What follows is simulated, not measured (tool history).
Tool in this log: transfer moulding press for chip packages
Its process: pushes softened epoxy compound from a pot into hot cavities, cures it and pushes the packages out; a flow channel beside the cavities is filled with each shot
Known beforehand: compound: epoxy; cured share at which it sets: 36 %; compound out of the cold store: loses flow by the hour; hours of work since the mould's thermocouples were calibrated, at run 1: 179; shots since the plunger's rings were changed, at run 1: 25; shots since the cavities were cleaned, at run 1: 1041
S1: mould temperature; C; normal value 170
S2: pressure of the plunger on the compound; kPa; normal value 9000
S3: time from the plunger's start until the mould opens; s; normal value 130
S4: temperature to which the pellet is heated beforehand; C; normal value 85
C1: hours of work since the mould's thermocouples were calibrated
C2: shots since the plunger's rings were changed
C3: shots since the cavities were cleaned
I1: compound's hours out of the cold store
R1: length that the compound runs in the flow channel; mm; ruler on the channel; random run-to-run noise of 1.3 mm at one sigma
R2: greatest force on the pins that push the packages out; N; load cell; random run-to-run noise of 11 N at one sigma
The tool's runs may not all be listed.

run 1 day=0.000 | S1=170 S2=9000 S3=130 S4=85 | C1=179 C2=25 C3=1041 | I1=46.1 | R1=530 R2=962
-- day=0.158 cavities cleaned with cleaning compound and waxed
run 2 day=0.808 | S1=170 S2=9000 S3=130 S4=85 | C1=193 C2=246 C3=192 | I1=23.1 | R1=599 R2=777
run 3 day=1.517 | S1=170 S2=9000 S3=119 S4=85 | C1=207 C2=455 C3=401 | I1=32.6 | R1=570 R2=983
run 4 day=2.046 | S1=170 S2=9000 S3=119 S4=85 | C1=217 C2=611 C3=557 | I1=13.7 | R1=629 R2=1099
run 5 day=2.538 | S1=170 S2=9000 S3=119 S4=85 | C1=227 C2=757 C3=703 | I1=29.3 | R1=577 R2=1076
run 6 day=3.092 | S1=170 S2=9000 S3=119 S4=85 | C1=237 C2=921 C3=867 | I1=18.6 | R1=612 R2=1147
run 7 day=3.517 | S1=170 S2=9000 S3=119 S4=85 | C1=245 C2=1046 C3=992 | I1=12.4 | R1=632 R2=1181
-- day=3.875 cavities cleaned with cleaning compound and waxed
run 8 day=4.071 | S1=170 S2=10540 S3=130 S4=85 | C1=255 C2=1191 C3=57 | I1=47.7 | R1=565 R2=581
run 9 day=4.679 | S1=170 S2=10940 S3=130 S4=85 | C1=267 C2=1372 C3=238 | I1=18.3 | R1=673 R2=772
run 10 day=5.092 | S1=170 S2=9000 S3=130 S4=85 | C1=274 C2=1494 C3=360 | I1=19.6 | R1=607 R2=854
run 11 day=5.508 | S1=170 S2=9000 S3=130 S4=85 | C1=282 C2=1617 C3=483 | I1=21.1 | R1=600 R2=907
run 12 day=5.921 | S1=170 S2=9000 S3=130 S4=85 | C1=290 C2=1738 C3=604 | I1=35.6 | R1=557 R2=914
run 13 day=6.492 | S1=170 S2=9000 S3=130 S4=85 | C1=301 C2=1908 C3=774 | I1=31.6 | R1=565 R2=979
run 14 day=6.979 | S1=170 S2=9000 S3=130 S4=85 | C1=311 C2=2052 C3=918 | I1=37.3 | R1=548 R2=951
-- day=7.608 cavities cleaned with cleaning compound and waxed
run 15 day=7.642 | S1=170 S2=9020 S3=130 S4=89 | C1=322 C2=2230 C3=11 | I1=26.2 | R1=582 R2=567
run 16 day=8.321 | S1=170 S2=10050 S3=130 S4=89 | C1=335 C2=2430 C3=211 | I1=12.5 | R1=661 R2=759
run 17 day=8.725 | S1=166 S2=9000 S3=130 S4=79 | C1=343 C2=2549 C3=330 | I1=31.1 | R1=581 R2=1042
run 18 day=9.371 | S1=175 S2=8430 S3=141 S4=95 | C1=355 C2=2740 C3=521 | I1=8.5 | R1=600 R2=784
run 19 day=9.725 | S1=170 S2=10850 S3=130 S4=85 | C1=362 C2=2845 C3=626 | I1=30.1 | R1=623 R2=950
run 20 day=10.275 | S1=170 S2=8740 S3=150 S4=93 | C1=373 C2=3008 C3=789 | I1=41.5 | R1=527 R2=837
run 21 day=10.754 | S1=175 S2=9000 S3=130 S4=75 | C1=382 C2=3149 C3=930 | I1=40.2 | R1=526 R2=860
run 22 day=11.108 | S1=170 S2=8290 S3=130 S4=75 | C1=389 C2=3254 C3=1035 | I1=43.1 | R1=507 R2=942
-- day=11.317 cavities cleaned with cleaning compound and waxed
run 23 day=11.575 | S1=170 S2=9000 S3=130 S4=83 | C1=396 C2=3373 C3=76 | I1=22.9 | R1=585 R2=643
run 24 day=12.008 | S1=170 S2=9310 S3=130 S4=84 | C1=405 C2=3502 C3=205 | I1=33.1 | R1=563 R2=766
run 25 day=12.733 | S1=170 S2=9310 S3=130 S4=84 | C1=419 C2=3717 C3=420 | I1=40.1 | R1=543 R2=854
run 26 day=13.392 | S1=175 S2=7060 S3=124 S4=80 | C1=431 C2=3911 C3=614 | I1=29.5 | R1=488 R2=806

For each entry between runs, how does the tool's hidden state at the last listed run before it compare with that at the first listed run after it?
After run 1, before run 2: cavities cleaned with cleaning compound and waxed (day 0.158)
  true mould temperature over the reading, C: 0.29 -> 0.31; pressure that reaches the compound, % of what is set: 99.47 -> 99.18; grip of the stained cavities, % over clean ones': 86.9 -> 41.2
  measured value less the no-hidden-state value, R1: -3 -> -4 mm; R2: +441 -> +217 N
After run 7, before run 8: cavities cleaned with cleaning compound and waxed (day 3.875)
  true mould temperature over the reading, C: 0.4 -> 0.42; pressure that reaches the compound, % of what is set: 98.14 -> 97.95; grip of the stained cavities, % over clean ones': 87.3 -> 12.1
  measured value less the no-hidden-state value, R1: -8 -> -7 mm; R2: +535 -> +55 N
After run 14, before run 15: cavities cleaned with cleaning compound and waxed (day 7.608)
  true mould temperature over the reading, C: 0.51 -> 0.52; pressure that reaches the compound, % of what is set: 96.78 -> 96.55; grip of the stained cavities, % over clean ones': 85.8 -> 4.6
  measured value less the no-hidden-state value, R1: -11 -> -12 mm; R2: +428 -> +13 N
After run 22, before run 23: cavities cleaned with cleaning compound and waxed (day 11.317)
  true mould temperature over the reading, C: 0.63 -> 0.64; pressure that reaches the compound, % of what is set: 95.19 -> 95.05; grip of the stained cavities, % over clean ones': 87.1 -> 20.7
  measured value less the no-hidden-state value, R1: -14 -> -18 mm; R2: +425 -> +95 N
